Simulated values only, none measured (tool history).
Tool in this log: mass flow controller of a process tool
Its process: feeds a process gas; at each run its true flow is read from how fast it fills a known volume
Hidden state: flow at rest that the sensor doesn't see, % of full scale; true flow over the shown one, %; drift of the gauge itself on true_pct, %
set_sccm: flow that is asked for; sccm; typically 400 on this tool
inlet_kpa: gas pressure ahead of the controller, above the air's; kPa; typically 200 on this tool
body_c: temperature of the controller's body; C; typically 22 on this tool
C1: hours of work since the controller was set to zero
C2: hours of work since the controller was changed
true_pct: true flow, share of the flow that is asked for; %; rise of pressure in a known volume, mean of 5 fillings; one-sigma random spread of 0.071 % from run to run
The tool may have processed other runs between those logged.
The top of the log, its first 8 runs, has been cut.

run 9 hour=705.2 | set_sccm=400 inlet_kpa=200 body_c=22 | C1=1411 C2=1411 | true_pct=99.43
run 10 hour=757.7 | set_sccm=400 inlet_kpa=200 body_c=22 | C1=1441 C2=1441 | true_pct=99.47
run 11 hour=804.3 | set_sccm=400 inlet_kpa=200 body_c=22 | C1=1468 C2=1468 | true_pct=99.55
run 12 hour=865.7 | set_sccm=400 inlet_kpa=200 body_c=22 | C1=1503 C2=1503 | true_pct=99.49
run 13 hour=961.6 | set_sccm=400 inlet_kpa=200 body_c=22 | C1=1559 C2=1559 | true_pct=99.47
run 14 hour=1013.2 | set_sccm=400 inlet_kpa=200 body_c=22 | C1=1589 C2=1589 | true_pct=99.45
run 15 hour=1101.3 | set_sccm=400 inlet_kpa=200 body_c=22 | C1=1639 C2=1639 | true_pct=99.52
run 16 hour=1183.7 | set_sccm=269 inlet_kpa=189 body_c=22 | C1=1687 C2=1687 | true_pct=99.29
run 17 hour=1285.6 | set_sccm=495 inlet_kpa=266 body_c=35 | C1=1746 C2=1746 | true_pct=101.42
run 18 hour=1335.7 | set_sccm=495 inlet_kpa=266 body_c=35 | C1=1775 C2=1775 | true_pct=101.61
run 19 hour=1416 | set_sccm=495 inlet_kpa=266 body_c=35 | C1=1821 C2=1821 | true_pct=101.47
run 20 hour=1471.3 | set_sccm=104 inlet_kpa=266 body_c=35 | C1=1853 C2=1853 | true_pct=100.9
run 21 hour=1555.5 | set_sccm=104 inlet_kpa=266 body_c=35 | C1=1902 C2=1902 | true_pct=100.8
run 22 hour=1651.4 | set_sccm=400 inlet_kpa=212 body_c=22 | C1=1957 C2=1957 | true_pct=99.61
run 23 hour=1735.4 | set_sccm=197 inlet_kpa=249 body_c=35 | C1=2006 C2=2006 | true_pct=100.94
run 24 hour=1799.9 | set_sccm=400 inlet_kpa=215 body_c=25 | C1=2043 C2=2043 | true_pct=99.91
run 25 hour=1866.5 | set_sccm=400 inlet_kpa=215 body_c=25 | C1=2081 C2=2081 | true_pct=99.88
run 26 hour=1963 | set_sccm=114 inlet_kpa=229 body_c=25 | C1=2137 C2=2137 | true_pct=99.57
run 27 hour=2066.8 | set_sccm=114 inlet_kpa=229 body_c=25 | C1=2197 C2=2197 | true_pct=99.77
run 28 hour=2131.9 | set_sccm=400 inlet_kpa=245 body_c=22 | C1=2234 C2=2234 | true_pct=99.83
run 29 hour=2195.2 | set_sccm=400 inlet_kpa=206 body_c=22 | C1=2271 C2=2271 | true_pct=99.55
run 30 hour=2303.9 | set_sccm=416 inlet_kpa=206 body_c=22 | C1=2334 C2=2334 | true_pct=99.5

Each row is a separate what-if for the run after 30, all from the same tool condition, not one after another. Results?
run A hour=2388.5 | set_sccm=132 inlet_kpa=252 body_c=39 | C1=2383 C2=2383 | true_pct=?
run B hour=2388.5 | set_sccm=400 inlet_kpa=266 body_c=27 | C1=2383 C2=2383 | true_pct=?
run C hour=2388.5 | set_sccm=70 inlet_kpa=200 body_c=26 | C1=2383 C2=2383 | true_pct=?
run D hour=2388.5 | set_sccm=485 inlet_kpa=192 body_c=39 | C1=2383 C2=2383 | true_pct=?
run E hour=2388.5 | set_sccm=85 inlet_kpa=200 body_c=22 | C1=2383 C2=2383 | true_pct=?

run=A true_pct=101.42
run=B true_pct=100.44
run=C true_pct=99.56
run=D true_pct=101.61
run=E true_pct=98.95
With no hidden state in the tool, these same runs would have given:
run=A true_pct=101.43
run=B true_pct=100.44
run=C true_pct=99.57
run=D true_pct=101.61
run=E true_pct=98.96
